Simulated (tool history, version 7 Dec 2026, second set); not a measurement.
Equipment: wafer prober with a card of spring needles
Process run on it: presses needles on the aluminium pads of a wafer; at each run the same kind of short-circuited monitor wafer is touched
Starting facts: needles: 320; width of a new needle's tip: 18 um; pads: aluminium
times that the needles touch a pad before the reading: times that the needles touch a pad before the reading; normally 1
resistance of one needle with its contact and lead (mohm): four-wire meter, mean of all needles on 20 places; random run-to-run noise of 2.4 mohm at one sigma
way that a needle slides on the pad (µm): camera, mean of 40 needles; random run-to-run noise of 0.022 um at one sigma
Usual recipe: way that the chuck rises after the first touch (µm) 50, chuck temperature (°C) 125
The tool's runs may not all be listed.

run	hour	way that the chuck rises after the first touch (µm)	chuck temperature (°C)	times that the needles touch a pad before the reading	resistance of one needle with its contact and lead (mohm)	way that a needle slides on the pad (µm)
1	0.0	50	125	1	319	8.60
# hour 6.4: tips cleaned on abrasive film
2	14.7	50	125	3	298	8.58
# hour 18.7: tips cleaned on abrasive film
# hour 29.7: tips cleaned on abrasive film
# hour 41.6: tips cleaned on abrasive film
3	44.0	50	125	3	288	8.56
# hour 52.3: tips cleaned on abrasive film
4	61.8	50	125	3	309	8.57
# hour 63.7: tips cleaned on abrasive film
# hour 75.9: tips cleaned on abrasive film
5	79.3	50	125	3	290	8.46
# hour 86.6: tips cleaned on abrasive film
6	95.2	50	125	2	324	8.51
# hour 97.5: tips cleaned on abrasive film
# hour 109.3: tips cleaned on abrasive film
7	117.0	50	125	2	324	8.48
# hour 121.6: tips cleaned on abrasive film
# hour 131.9: tips cleaned on abrasive film
8	140.8	50	125	2	327	8.47
# hour 143.4: tips cleaned on abrasive film
# hour 155.2: tips cleaned on abrasive film
# hour 166.5: tips cleaned on abrasive film
9	170.4	50	125	2	304	8.43
# hour 178.4: tips cleaned on abrasive film
# hour 191.1: tips cleaned on abrasive film
10	199.9	50	26	1	338	8.44
# hour 202.6: tips cleaned on abrasive film
# hour 214.9: tips cleaned on abrasive film
11	218.3	50	26	1	299	8.36
# hour 226.8: tips cleaned on abrasive film
# hour 237.8: tips cleaned on abrasive film
# hour 248.8: tips cleaned on abrasive film
12	248.8	50	26	1	264	8.37
# hour 256.3: height of the first contact set anew
# hour 260.9: tips cleaned on abrasive film
13	262.8	50	26	1	279	8.65
# hour 272.7: tips cleaned on abrasive film
14	277.0	50	49	1	320	8.69
# hour 283.4: tips cleaned on abrasive film
# hour 295.7: tips cleaned on abrasive film
15	296.1	42	49	2	265	7.29
# hour 306.6: tips cleaned on abrasive film
16	315.2	34	70	2	364	5.93
# hour 317.3: tips cleaned on abrasive film
# hour 329.8: tips cleaned on abrasive film
# hour 341.7: tips cleaned on abrasive film
17	342.7	31	70	1	314	5.31
# hour 352.8: tips cleaned on abrasive film
# hour 363.3: tips cleaned on abrasive film
18	371.7	31	70	1	473	5.32
# hour 373.9: tips cleaned on abrasive film
# hour 384.6: tips cleaned on abrasive film
19	384.6	31	70	1	283	5.27
# hour 396.4: tips cleaned on abrasive film
# hour 407.4: tips cleaned on abrasive film
20	410.2	50	46	2	283	8.56
# hour 419.0: tips cleaned on abrasive film
# hour 430.0: tips cleaned on abrasive film
21	437.8	50	46	2	314	8.54
# hour 442.7: tips cleaned on abrasive film
# hour 455.5: tips cleaned on abrasive film
22	459.2	50	26	1	310	8.53
# hour 466.2: tips cleaned on abrasive film
# hour 477.1: tips cleaned on abrasive film
23	478.2	35	26	2	279	5.91
# hour 488.6: tips cleaned on abrasive film
24	494.4	65	125	1	314	11.12
# hour 499.5: tips cleaned on abrasive film
# hour 511.7: tips cleaned on abrasive film
# hour 522.8: tips cleaned on abrasive film
25	524.7	65	125	1	292	11.06
# hour 534.7: tips cleaned on abrasive film
# hour 545.3: tips cleaned on abrasive film
26	550.5	50	47	1	333	8.47
# hour 556.4: tips cleaned on abrasive film
# hour 568.6: tips cleaned on abrasive film
27	574.7	46	36	1	343	7.70
# hour 580.3: tips cleaned on abrasive film
# hour 592.3: tips cleaned on abrasive film
28	594.6	51	116	1	317	8.57

Predict each of these 4 candidate next runs independently; none follows another, all start after run 28:
# hour 602.7: tips cleaned on abrasive film
# hour 613.6: tips cleaned on abrasive film
A	618.0	55	116	1	?	?
# hour 602.7: tips cleaned on abrasive film
# hour 613.6: tips cleaned on abrasive film
B	618.0	40	85	3	?	?
# hour 602.7: tips cleaned on abrasive film
# hour 613.6: tips cleaned on abrasive film
C	618.0	59	69	2	?	?
# hour 602.7: tips cleaned on abrasive film
# hour 613.6: tips cleaned on abrasive film
D	618.0	51	116	1	?	?

run	resistance of one needle with its contact and lead (mohm)	way that a needle slides on the pad (µm)
A	319	9.25
B	296	6.68
C	285	9.99
D	327	8.51
The same runs, with their run-to-run variation unchanged, on a tool lacking any hidden condition would have given:
run	resistance of one needle with its contact and lead (mohm)	way that a needle slides on the pad (µm)
A	272	9.58
B	263	7.01
C	257	10.32
D	273	8.84

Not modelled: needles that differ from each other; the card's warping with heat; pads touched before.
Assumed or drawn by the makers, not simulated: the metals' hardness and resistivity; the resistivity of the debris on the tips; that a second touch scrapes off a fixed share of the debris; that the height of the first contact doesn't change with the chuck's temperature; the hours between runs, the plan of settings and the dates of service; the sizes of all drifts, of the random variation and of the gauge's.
